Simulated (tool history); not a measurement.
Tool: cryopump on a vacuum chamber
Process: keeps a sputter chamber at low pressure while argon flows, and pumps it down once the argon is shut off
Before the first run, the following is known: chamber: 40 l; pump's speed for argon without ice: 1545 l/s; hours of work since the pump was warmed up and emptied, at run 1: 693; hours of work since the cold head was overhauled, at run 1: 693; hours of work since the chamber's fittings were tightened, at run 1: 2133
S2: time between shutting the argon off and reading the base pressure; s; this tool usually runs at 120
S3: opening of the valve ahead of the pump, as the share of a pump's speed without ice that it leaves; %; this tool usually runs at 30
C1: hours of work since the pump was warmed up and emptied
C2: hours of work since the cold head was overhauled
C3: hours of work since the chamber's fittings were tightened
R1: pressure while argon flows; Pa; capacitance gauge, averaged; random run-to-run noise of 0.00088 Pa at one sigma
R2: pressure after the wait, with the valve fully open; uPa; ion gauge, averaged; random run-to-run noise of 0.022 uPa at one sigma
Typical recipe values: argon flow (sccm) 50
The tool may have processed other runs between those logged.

Run 1, hour 0.0: usual settings; C1 693; C2 693; C3 2133. Result: R1 0.1908 Pa, R2 0.87 uPa.
Run 2, hour 32.5: usual settings but S3 23 %; C1 717; C2 717; C3 2157. Result: R1 0.2462 Pa, R2 0.88 uPa.
Run 3, hour 64.3: usual settings but S3 23 %; C1 740; C2 740; C3 2181. Result: R1 0.2485 Pa, R2 0.88 uPa.
Run 4, hour 94.5: usual settings but S3 23 %; C1 762; C2 762; C3 2203. Result: R1 0.2486 Pa, R2 0.91 uPa.
Run 5, hour 125.4: usual settings but S3 23 %; C1 785; C2 785; C3 2226. Result: R1 0.2469 Pa, R2 0.84 uPa.
Run 6, hour 143.1: usual settings but S2 46 s, S3 23 %; C1 798; C2 798; C3 2239. Result: R1 0.2467 Pa, R2 1.48 uPa.
Run 7, hour 161.7: usual settings but S2 46 s, S3 23 %; C1 812; C2 812; C3 2253. Result: R1 0.2493 Pa, R2 1.47 uPa.
Run 8, hour 194.4: usual settings but S2 46 s, S3 23 %; C1 836; C2 836; C3 2277. Result: R1 0.2495 Pa, R2 1.44 uPa.
Run 9, hour 215.8: usual settings but S3 28 %; C1 852; C2 852; C3 2293. Result: R1 0.2061 Pa, R2 0.86 uPa.
Run 10, hour 249.3: usual settings but S3 28 %; C1 877; C2 877; C3 2317. Result: R1 0.2060 Pa, R2 0.88 uPa.
Run 11, hour 264.2: usual settings; C1 888; C2 888; C3 2328. Result: R1 0.1923 Pa, R2 0.87 uPa.
Run 12, hour 291.6: usual settings but argon flow (sccm) 23; C1 908; C2 908; C3 2348. Result: R1 0.0890 Pa, R2 0.85 uPa.
Run 13, hour 324.7: usual settings but argon flow (sccm) 74; C1 932; C2 932; C3 2373. Result: R1 0.2877 Pa, R2 0.90 uPa.
Run 14, hour 342.3: usual settings but argon flow (sccm) 74; C1 945; C2 945; C3 2386. Result: R1 0.2867 Pa, R2 0.91 uPa.
Run 15, hour 364.1: usual settings but argon flow (sccm) 74; C1 961; C2 961; C3 2402. Result: R1 0.2885 Pa, R2 0.91 uPa.
Run 16, hour 398.2: usual settings but argon flow (sccm) 74; C1 986; C2 986; C3 2427. Result: R1 0.2873 Pa, R2 0.91 uPa.
Run 17, hour 426.4: usual settings but argon flow (sccm) 74; C1 1007; C2 1007; C3 2448. Result: R1 0.2868 Pa, R2 0.90 uPa.
Run 18, hour 458.3: usual settings but argon flow (sccm) 57, S2 26 s; C1 1031; C2 1031; C3 2472. Result: R1 0.2252 Pa, R2 2.35 uPa.
Run 19, hour 490.1: usual settings but argon flow (sccm) 20, S2 140 s, S3 17 %; C1 1054; C2 1054; C3 2495. Result: R1 0.1336 Pa, R2 0.90 uPa.
Run 20, hour 525.7: usual settings but argon flow (sccm) 20, S2 208 s, S3 44 %; C1 1081; C2 1081; C3 2521. Result: R1 0.0545 Pa, R2 0.77 uPa.
Run 21, hour 559.5: usual settings but argon flow (sccm) 20, S2 208 s, S3 44 %; C1 1106; C2 1106; C3 2546. Result: R1 0.0550 Pa, R2 0.77 uPa.
Run 22, hour 581.6: usual settings but argon flow (sccm) 60, S3 45 %; C1 1122; C2 1122; C3 2563. Result: R1 0.1631 Pa, R2 0.96 uPa.
At hour 605.1: pump warmed up, emptied and cooled again.
Run 23, hour 620.2: usual settings but S2 234 s, S3 33 %; C1 11; C2 1147; C3 2587. Result: R1 0.1666 Pa, R2 0.66 uPa.
Run 24, hour 646.4: usual settings but argon flow (sccm) 59, S2 69 s, S3 29 %; C1 30; C2 1166; C3 2607. Result: R1 0.2236 Pa, R2 1.15 uPa.
Run 25, hour 665.9: usual settings but argon flow (sccm) 59, S2 69 s, S3 29 %; C1 45; C2 1180; C3 2621. Result: R1 0.2230 Pa, R2 1.13 uPa.
Run 26, hour 685.1: usual settings but argon flow (sccm) 59, S2 69 s, S3 29 %; C1 59; C2 1194; C3 2635. Result: R1 0.2246 Pa, R2 1.12 uPa.
Run 27, hour 717.5: usual settings but S3 55 %; C1 83; C2 1218; C3 2659. Result: R1 0.1001 Pa, R2 0.88 uPa.
Run 28, hour 743.2: usual settings but S3 55 %; C1 102; C2 1237; C3 2678. Result: R1 0.1006 Pa, R2 0.83 uPa.
Run 29, hour 767.1: usual settings but argon flow (sccm) 40, S2 38 s, S3 17 %; C1 120; C2 1255; C3 2696. Result: R1 0.2600 Pa, R2 1.70 uPa.
Run 30, hour 784.2: usual settings but argon flow (sccm) 40, S2 38 s, S3 17 %; C1 132; C2 1268; C3 2708. Result: R1 0.2587 Pa, R2 1.69 uPa.
Run 31, hour 813.1: usual settings but argon flow (sccm) 40, S2 45 s, S3 17 %; C1 154; C2 1289; C3 2730. Result: R1 0.2604 Pa, R2 1.49 uPa.
Run 32, hour 829.0: usual settings but argon flow (sccm) 40, S2 45 s, S3 17 %; C1 165; C2 1301; C3 2741. Result: R1 0.2590 Pa, R2 1.48 uPa.
Run 33, hour 844.3: usual settings but argon flow (sccm) 89, S2 47 s, S3 17 %; C1 177; C2 1312; C3 2753. Result: R1 0.5765 Pa, R2 1.45 uPa.
Run 34, hour 865.3: usual settings but argon flow (sccm) 24, S3 18 %; C1 192; C2 1328; C3 2768. Result: R1 0.1467 Pa, R2 0.88 uPa.

Predict each of these 4 candidate next runs independently; none follows another, all start after run 34:
Run A, hour 888.9: usual settings but S2 33 s, S3 28 %; C1 209; C2 1345; C3 2786. Result: R1 ?, R2 ?.
Run B, hour 888.9: usual settings but argon flow (sccm) 25, S3 33 %; C1 209; C2 1345; C3 2786. Result: R1 ?, R2 ?.
Run C, hour 888.9: usual settings but argon flow (sccm) 76, S2 22 s, S3 18 %; C1 209; C2 1345; C3 2786. Result: R1 ?, R2 ?.
Run D, hour 888.9: usual settings but S2 121 s, S3 26 %; C1 209; C2 1345; C3 2786. Result: R1 ?, R2 ?.

run      R1    R2
  A  0.1984  1.95
  B  0.0841  0.85
  C  0.4646  2.55
  D  0.2137  0.85
Without the tool's unlogged condition, the same runs would have read:
run      R1    R2
  A  0.1954  1.64
  B  0.0826  0.56
  C  0.4600  2.26
  D  0.2107  0.57
